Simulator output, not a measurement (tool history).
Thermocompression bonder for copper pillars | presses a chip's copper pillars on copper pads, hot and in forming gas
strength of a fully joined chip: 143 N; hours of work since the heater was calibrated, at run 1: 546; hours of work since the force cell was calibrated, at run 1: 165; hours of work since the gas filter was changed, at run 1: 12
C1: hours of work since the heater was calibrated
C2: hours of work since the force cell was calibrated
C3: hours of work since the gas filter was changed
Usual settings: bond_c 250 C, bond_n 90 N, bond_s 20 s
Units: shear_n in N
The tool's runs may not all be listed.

Run 1, hour 0.0: usual settings; C1 546; C2 165; C3 12. Result: shear_n 60.5 N.
Run 2, hour 49.8: usual settings but bond_n 69 N; C1 575; C2 194; C3 41. Result: shear_n 47.2 N.
Run 3, hour 121.0: usual settings but bond_n 69 N; C1 617; C2 236; C3 83. Result: shear_n 46.4 N.
Run 4, hour 172.1: usual settings but bond_n 69 N; C1 647; C2 266; C3 113. Result: shear_n 45.3 N.
Run 5, hour 240.8: usual settings but bond_n 69 N; C1 687; C2 306; C3 153. Result: shear_n 43.3 N.
At hour 247.8: forming gas filter changed.
Run 6, hour 316.5: usual settings but bond_n 69 N; C1 731; C2 350; C3 40. Result: shear_n 48.7 N.
Run 7, hour 372.0: usual settings but bond_n 69 N; C1 763; C2 382; C3 73. Result: shear_n 48.5 N.
Run 8, hour 437.8: usual settings but bond_c 259 C; C1 802; C2 421; C3 111. Result: shear_n 64.3 N.
Run 9, hour 483.8: usual settings but bond_c 259 C; C1 829; C2 447; C3 138. Result: shear_n 63.0 N.
At hour 515.2: forming gas filter changed.
Run 10, hour 563.8: usual settings but bond_s 14 s; C1 875; C2 494; C3 28. Result: shear_n 53.4 N.
Run 11, hour 645.7: usual settings but bond_s 14 s; C1 923; C2 542; C3 76. Result: shear_n 51.8 N.
At hour 654.8: heater calibrated with a thermocouple chip.
Run 12, hour 729.3: usual settings but bond_s 14 s; C1 43; C2 589; C3 124. Result: shear_n 52.8 N.
Run 13, hour 769.8: usual settings but bond_s 14 s; C1 67; C2 613; C3 148. Result: shear_n 53.5 N.
At hour 785.5: forming gas filter changed.
Run 14, hour 852.0: usual settings but bond_n 112 N; C1 115; C2 661; C3 39. Result: shear_n 75.5 N.
Run 15, hour 907.3: usual settings but bond_n 112 N, bond_s 40 s; C1 147; C2 693; C3 71. Result: shear_n 91.9 N.
Run 16, hour 948.7: usual settings but bond_c 254 C; C1 171; C2 717; C3 95. Result: shear_n 66.2 N.
Run 17, hour 993.1: usual settings but bond_c 254 C; C1 197; C2 743; C3 121. Result: shear_n 63.9 N.
At hour 1057.4: forming gas filter changed.
Run 18, hour 1058.7: usual settings but bond_c 254 C; C1 235; C2 781; C3 1. Result: shear_n 69.4 N.
Run 19, hour 1111.0: usual settings but bond_c 254 C; C1 266; C2 812; C3 31. Result: shear_n 69.2 N.
At hour 1150.7: heater calibrated with a thermocouple chip, once more.
Run 20, hour 1189.9: usual settings but bond_c 254 C; C1 23; C2 857; C3 76. Result: shear_n 54.6 N.
Run 21, hour 1262.9: usual settings but bond_c 221 C, bond_n 62 N, bond_s 13 s; C1 66; C2 899; C3 119. Result: shear_n 17.6 N.
Run 22, hour 1316.2: usual settings but bond_c 258 C, bond_n 89 N; C1 97; C2 931; C3 150. Result: shear_n 55.6 N.
At hour 1327.9: forming gas filter changed.
Run 23, hour 1405.0: usual settings but bond_c 258 C, bond_n 89 N; C1 148; C2 982; C3 45. Result: shear_n 60.5 N.
Run 24, hour 1484.9: usual settings but bond_c 235 C, bond_n 57 N; C1 195; C2 1029; C3 92. Result: shear_n 27.8 N.
Run 25, hour 1560.8: usual settings but bond_c 243 C, bond_n 57 N, bond_s 46 s; C1 239; C2 1073; C3 136. Result: shear_n 43.8 N.
At hour 1594.9: forming gas filter changed.
Run 26, hour 1624.5: usual settings but bond_c 272 C, bond_n 75 N, bond_s 46 s; C1 276; C2 1110; C3 17. Result: shear_n 87.3 N.
Run 27, hour 1702.9: usual settings but bond_n 67 N; C1 322; C2 1156; C3 63. Result: shear_n 43.1 N.
Run 28, hour 1780.9: usual settings but bond_c 267 C, bond_n 119 N, bond_s 26 s; C1 368; C2 1201; C3 109. Result: shear_n 84.6 N.
Run 29, hour 1840.3: usual settings but bond_c 256 C; C1 402; C2 1236; C3 143. Result: shear_n 55.2 N.
At hour 1861.1: forming gas filter changed.
Run 30, hour 1925.4: usual settings but bond_c 256 C; C1 452; C2 1285; C3 38. Result: shear_n 59.6 N.
Run 31, hour 1979.2: usual settings but bond_c 235 C, bond_n 81 N, bond_s 16 s; C1 483; C2 1317; C3 69. Result: shear_n 33.8 N.
Run 32, hour 2025.7: usual settings but bond_c 235 C, bond_n 81 N, bond_s 16 s; C1 510; C2 1344; C3 96. Result: shear_n 33.9 N.
Run 33, hour 2080.2: usual settings but bond_c 247 C, bond_n 80 N, bond_s 39 s; C1 542; C2 1376; C3 128. Result: shear_n 58.3 N.
At hour 2130.2: forming gas filter changed.
Run 34, hour 2149.2: usual settings but bond_c 222 C, bond_n 80 N; C1 582; C2 1416; C3 11. Result: shear_n 31.3 N.
Run 35, hour 2229.8: usual settings but bond_c 257 C, bond_s 19 s; C1 629; C2 1463; C3 58. Result: shear_n 60.3 N.
Run 36, hour 2288.3: usual settings but bond_c 257 C, bond_n 76 N, bond_s 23 s; C1 663; C2 1497; C3 92. Result: shear_n 55.3 N.
Run 37, hour 2333.7: usual settings but bond_n 63 N; C1 690; C2 1524; C3 119. Result: shear_n 40.2 N.
At hour 2395.9: forming gas filter changed.
Run 38, hour 2409.8: usual settings but bond_n 63 N; C1 734; C2 1568; C3 8. Result: shear_n 42.9 N.

Forecast each of these 4 alternatives for the next run:
Run A, hour 2465.8: usual settings but bond_c 244 C, bond_s 30 s; C1 767; C2 1601; C3 41. Result: shear_n ?.
Run B, hour 2465.8: usual settings but bond_c 233 C, bond_n 115 N, bond_s 46 s; C1 767; C2 1601; C3 41. Result: shear_n ?.
Run C, hour 2465.8: usual settings but bond_c 245 C, bond_n 128 N, bond_s 32 s; C1 767; C2 1601; C3 41. Result: shear_n ?.
Run D, hour 2465.8: usual settings but bond_c 265 C, bond_s 44 s; C1 767; C2 1601; C3 41. Result: shear_n ?.

run  shear_n
  A     59.1
  B     69.9
  C     76.7
  D     89.3
Without the tool's hidden state the same runs would have given:
run  shear_n
  A     60.1
  B     71.0
  C     78.2
  D     91.5
